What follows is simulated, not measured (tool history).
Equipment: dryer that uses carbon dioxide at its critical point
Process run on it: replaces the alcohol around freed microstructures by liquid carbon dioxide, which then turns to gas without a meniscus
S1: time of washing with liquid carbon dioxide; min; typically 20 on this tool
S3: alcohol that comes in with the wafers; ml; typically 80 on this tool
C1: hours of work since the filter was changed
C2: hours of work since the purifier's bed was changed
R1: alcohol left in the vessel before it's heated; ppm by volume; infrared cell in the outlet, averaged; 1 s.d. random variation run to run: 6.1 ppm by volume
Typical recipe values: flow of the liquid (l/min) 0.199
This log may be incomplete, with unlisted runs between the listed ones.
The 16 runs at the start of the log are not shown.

Run 17, hour 258.7: usual settings but flow of the liquid (l/min) 0.147; C1 405; C2 470. Result: R1 2363 ppm by volume.
At hour 271.3: inlet filter changed.
Run 18, hour 271.3: usual settings; C1 0; C2 477. Result: R1 283 ppm by volume.
Run 19, hour 291.9: usual settings; C1 12; C2 488. Result: R1 295 ppm by volume.
Run 20, hour 303.0: usual settings; C1 18; C2 495. Result: R1 297 ppm by volume.
Run 21, hour 321.0: usual settings but S1 17 min, S3 38 ml; C1 29; C2 505. Result: R1 383 ppm by volume.
Run 22, hour 335.2: usual settings but S1 19 min, flow of the liquid (l/min) 0.248, S3 38 ml; C1 37; C2 513. Result: R1 95 ppm by volume.
Run 23, hour 348.9: usual settings but S1 19 min, flow of the liquid (l/min) 0.248, S3 38 ml; C1 45; C2 521. Result: R1 104 ppm by volume.
Run 24, hour 363.4: usual settings but S1 13 min; C1 53; C2 529. Result: R1 2463 ppm by volume.
Run 25, hour 389.5: usual settings but S1 13 min; C1 68; C2 544. Result: R1 2513 ppm by volume.
Run 26, hour 405.5: usual settings but S1 14 min; C1 77; C2 554. Result: R1 1875 ppm by volume.
Run 27, hour 428.9: usual settings but S1 14 min; C1 91; C2 567. Result: R1 1918 ppm by volume.
Run 28, hour 454.3: usual settings but S1 26 min, S3 26 ml; C1 105; C2 582. Result: R1 89 ppm by volume.
Run 29, hour 468.2: usual settings but S1 26 min, S3 26 ml; C1 113; C2 590. Result: R1 92 ppm by volume.
Run 30, hour 484.9: usual settings but S1 26 min, S3 26 ml; C1 123; C2 599. Result: R1 93 ppm by volume.
Run 31, hour 505.5: usual settings but S1 24 min, flow of the liquid (l/min) 0.247, S3 40 ml; C1 135; C2 611. Result: R1 88 ppm by volume.
Run 32, hour 524.3: usual settings but S1 24 min, flow of the liquid (l/min) 0.247, S3 40 ml; C1 145; C2 622. Result: R1 87 ppm by volume.

Predict the results of run 33:
Run 33, hour 537.0: usual settings but S1 24 min, flow of the liquid (l/min) 0.247, S3 40 ml; C1 153; C2 629. Result: R1 ?.

R1: 86 ppm by volume
The same run, on a tool lacking any hidden state, would have yielded R1 8 ppm by volume.

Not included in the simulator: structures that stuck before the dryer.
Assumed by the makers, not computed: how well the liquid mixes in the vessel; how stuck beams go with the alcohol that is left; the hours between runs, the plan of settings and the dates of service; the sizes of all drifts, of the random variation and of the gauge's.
